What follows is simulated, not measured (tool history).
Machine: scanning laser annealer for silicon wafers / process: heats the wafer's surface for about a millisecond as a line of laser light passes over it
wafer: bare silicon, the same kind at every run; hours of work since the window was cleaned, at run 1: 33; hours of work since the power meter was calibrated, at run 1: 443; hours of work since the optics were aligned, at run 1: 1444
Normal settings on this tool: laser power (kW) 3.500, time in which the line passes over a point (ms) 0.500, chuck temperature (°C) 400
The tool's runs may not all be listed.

run,day,laser power (kW),time in which the line passes over a point (ms),chuck temperature (°C),hours of work since the window was cleaned,hours of work since the power meter was calibrated,hours of work since the optics were aligned,highest temperature of the surface (°C)
1,0.000,3.500,0.500,400,33,443,1444,1235
2,2.300,3.500,0.500,377,64,474,1475,1209
3,4.458,3.500,0.500,377,93,503,1504,1205
4,6.046,3.500,0.500,426,115,525,1526,1253
5,7.746,3.500,0.500,400,137,548,1549,1225
6,9.629,3.500,0.500,400,163,573,1574,1222
7,10.879,3.500,0.500,400,179,590,1591,1225
# day 12.279: optics aligned, line set to its width
8,12.279,3.500,0.500,422,195,606,0,1260
9,13.704,3.500,0.500,422,215,625,19,1255
10,15.967,3.500,0.500,422,245,655,50,1255
11,17.996,3.500,0.374,400,272,682,77,1108
12,19.671,3.500,0.374,400,295,705,99,1104
13,20.988,3.500,0.620,400,312,723,117,1337
14,23.229,3.500,0.500,400,343,753,147,1227
15,25.200,3.500,0.500,388,369,779,174,1215
16,26.650,3.500,0.500,388,389,799,193,1214
17,28.438,3.500,0.500,388,413,823,217,1213
18,30.258,3.500,0.500,388,437,847,242,1210
19,32.117,3.427,0.500,388,462,872,267,1195
20,34.129,3.659,0.500,400,489,899,294,1254
21,35.171,3.659,0.500,364,503,913,308,1220
22,37.438,3.753,0.500,408,533,944,338,1281
23,39.454,3.500,0.395,400,560,971,365,1118
24,41.212,3.001,0.469,400,584,994,389,1083
25,43.221,3.437,0.464,392,611,1021,416,1160
26,44.925,3.500,0.500,372,634,1044,439,1183
# day 45.862: window over the wafer cleaned
27,46.742,3.595,0.500,372,12,1067,462,1233
28,47.717,3.500,0.359,400,25,1081,475,1100
29,49.367,3.500,0.359,400,47,1103,497,1098
30,50.471,3.500,0.500,421,62,1118,512,1260
31,51.988,3.490,0.608,425,82,1138,532,1357
32,52.954,3.035,0.613,400,95,1151,545,1220
33,54.004,3.035,0.613,400,109,1165,559,1225
34,56.154,3.035,0.613,400,138,1194,588,1219
35,57.196,3.598,0.373,439,152,1208,602,1165
36,58.579,3.598,0.373,439,171,1226,621,1167
37,60.788,3.359,0.500,400,200,1256,651,1203
38,62.500,3.101,0.605,423,224,1279,674,1249
39,63.779,3.739,0.447,423,241,1296,691,1255
40,64.808,3.459,0.357,361,255,1310,705,1042
41,66.708,3.500,0.500,428,280,1336,730,1257

Run by run, hidden condition taken away, random variation retained:
Unlogged tool condition in this case: light that passes the window, % of a clean one's; laser's true power over the reading, %; width of the line over the set one, %; drift of the gauge itself on peak_c, C.
run,highest temperature of the surface (°C)
1,1244
2,1220
3,1217
4,1266
5,1239
6,1238
7,1241
8,1265
9,1261
10,1263
11,1115
12,1113
13,1350
14,1239
15,1229
16,1229
17,1228
18,1226
19,1212
20,1274
21,1240
22,1303
23,1138
24,1103
25,1183
26,1209
27,1231
28,1099
29,1098
30,1261
31,1359
32,1222
33,1228
34,1223
35,1169
36,1172
37,1210
38,1258
39,1264
40,1050
41,1268
